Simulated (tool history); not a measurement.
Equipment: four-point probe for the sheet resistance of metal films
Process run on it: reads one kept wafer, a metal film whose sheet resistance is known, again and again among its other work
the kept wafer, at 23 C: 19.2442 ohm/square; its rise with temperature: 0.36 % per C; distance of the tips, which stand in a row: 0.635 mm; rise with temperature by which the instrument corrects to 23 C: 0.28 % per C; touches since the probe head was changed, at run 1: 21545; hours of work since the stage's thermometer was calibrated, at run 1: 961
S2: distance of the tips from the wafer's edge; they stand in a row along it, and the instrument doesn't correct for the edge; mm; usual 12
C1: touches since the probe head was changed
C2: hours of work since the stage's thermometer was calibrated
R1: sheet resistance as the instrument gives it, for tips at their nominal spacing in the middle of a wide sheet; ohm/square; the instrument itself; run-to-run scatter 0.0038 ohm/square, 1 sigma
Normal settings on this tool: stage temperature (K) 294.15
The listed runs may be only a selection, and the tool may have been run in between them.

{"run": 1, "hour": 0.0, "stage temperature (K)": 294.15, "S2": 12, "C1": 21545, "C2": 961, "R1": 19.233442}
{"run": 2, "hour": 40.6, "stage temperature (K)": 294.15, "S2": 44, "C1": 22607, "C2": 994, "R1": 19.197428}
{"run": 3, "hour": 95.0, "stage temperature (K)": 294.15, "S2": 5, "C1": 24031, "C2": 1037, "R1": 19.372407}
{"run": 4, "hour": 135.3, "stage temperature (K)": 298.15, "S2": 12, "C1": 25085, "C2": 1069, "R1": 19.298445}
{"run": 5, "hour": 174.3, "stage temperature (K)": 294.15, "S2": 63, "C1": 26106, "C2": 1100, "R1": 19.195145}
{"run": 6, "hour": 204.9, "stage temperature (K)": 292.15, "S2": 12, "C1": 26905, "C2": 1125, "R1": 19.19291}
{"run": 7, "hour": 239.2, "stage temperature (K)": 294.15, "S2": 13, "C1": 27802, "C2": 1152, "R1": 19.221271}
{"run": 8, "hour": 305.6, "stage temperature (K)": 294.15, "S2": 13, "C1": 29539, "C2": 1205, "R1": 19.21763}
{"run": 9, "hour": 339.3, "stage temperature (K)": 294.15, "S2": 13, "C1": 30422, "C2": 1232, "R1": 19.224903}
{"run": 10, "hour": 406.5, "stage temperature (K)": 294.15, "S2": 13, "C1": 32180, "C2": 1285, "R1": 19.217082}
{"run": 11, "hour": 455.1, "stage temperature (K)": 296.15, "S2": 12, "C1": 33451, "C2": 1324, "R1": 19.25393}
{"run": 12, "hour": 515.1, "stage temperature (K)": 296.15, "S2": 12, "C1": 35022, "C2": 1372, "R1": 19.253045}
{"run": 13, "hour": 552.2, "stage temperature (K)": 296.15, "S2": 12, "C1": 35991, "C2": 1401, "R1": 19.250545}
{"run": 14, "hour": 615.8, "stage temperature (K)": 296.15, "S2": 12, "C1": 37657, "C2": 1452, "R1": 19.244449}
{"run": 15, "hour": 655.3, "stage temperature (K)": 296.15, "S2": 12, "C1": 38689, "C2": 1483, "R1": 19.244446}
{"run": 16, "hour": 710.1, "stage temperature (K)": 296.15, "S2": 12, "C1": 40123, "C2": 1527, "R1": 19.24306}
{"run": 17, "hour": 759.9, "stage temperature (K)": 306.15, "S2": 12, "C1": 41426, "C2": 1567, "R1": 19.394748}
{"run": 18, "hour": 795.9, "stage temperature (K)": 293.15, "S2": 9, "C1": 42367, "C2": 1595, "R1": 19.21123}
{"run": 19, "hour": 840.4, "stage temperature (K)": 307.15, "S2": 3, "C1": 43531, "C2": 1631, "R1": 19.834784}
{"run": 20, "hour": 905.6, "stage temperature (K)": 307.15, "S2": 20, "C1": 45237, "C2": 1682, "R1": 19.384966}
{"run": 21, "hour": 970.7, "stage temperature (K)": 306.15, "S2": 7, "C1": 46941, "C2": 1734, "R1": 19.44521}
{"run": 22, "hour": 1008.2, "stage temperature (K)": 301.15, "S2": 37, "C1": 47922, "C2": 1764, "R1": 19.279365}
{"run": 23, "hour": 1042.3, "stage temperature (K)": 292.15, "S2": 37, "C1": 48814, "C2": 1791, "R1": 19.141054}
{"run": 24, "hour": 1112.0, "stage temperature (K)": 292.15, "S2": 17, "C1": 50636, "C2": 1847, "R1": 19.156794}
{"run": 25, "hour": 1160.9, "stage temperature (K)": 292.15, "S2": 17, "C1": 51917, "C2": 1886, "R1": 19.143813}
{"run": 26, "hour": 1190.9, "stage temperature (K)": 303.15, "S2": 39, "C1": 52700, "C2": 1910, "R1": 19.314519}
{"run": 27, "hour": 1234.2, "stage temperature (K)": 305.15, "S2": 26, "C1": 53833, "C2": 1944, "R1": 19.345838}
{"run": 28, "hour": 1277.6, "stage temperature (K)": 294.15, "S2": 25, "C1": 54969, "C2": 1979, "R1": 19.170912}
{"run": 29, "hour": 1342.3, "stage temperature (K)": 293.15, "S2": 16, "C1": 56661, "C2": 2030, "R1": 19.152664}
{"run": 30, "hour": 1376.3, "stage temperature (K)": 307.15, "S2": 5, "C1": 57552, "C2": 2057, "R1": 19.522375}
{"run": 31, "hour": 1417.2, "stage temperature (K)": 294.15, "S2": 4, "C1": 58622, "C2": 2090, "R1": 19.416939}
{"run": 32, "hour": 1477.1, "stage temperature (K)": 294.15, "S2": 4, "C1": 60187, "C2": 2138, "R1": 19.404208}
{"run": 33, "hour": 1533.2, "stage temperature (K)": 302.15, "S2": 13, "C1": 61655, "C2": 2182, "R1": 19.307216}

Some steps in R1, run to run, broken into two amounts with sign: the step expected even without the hidden condition (settings, incoming material, random variation), and the rest, left for the hidden condition together with whatever gauge scatter is not in both the measured and the hidden-condition-free result:
Hidden state present: inner tips' distance over the nominal, %; tips' flats over new ones', %; wafer's true temperature over the reading, C; drift of the gauge itself on sheet_ohm, %.
Run 16 -> 17: stage temperature (K) 296.15 -> 306.15. R1 +0.151688 ohm/square: hidden state -0.002532, all else +0.154220.
Run 18 -> 19: stage temperature (K) 293.15 -> 307.15, S2 9 -> 3. R1 +0.623554 ohm/square: hidden state -0.003307, all else +0.626861.
Run 19 -> 20: S2 3 -> 20. R1 -0.449818 ohm/square: hidden state -0.001478, all else -0.448340.
Run 29 -> 30: stage temperature (K) 293.15 -> 307.15, S2 16 -> 5. R1 +0.369711 ohm/square: hidden state -0.003201, all else +0.372912.
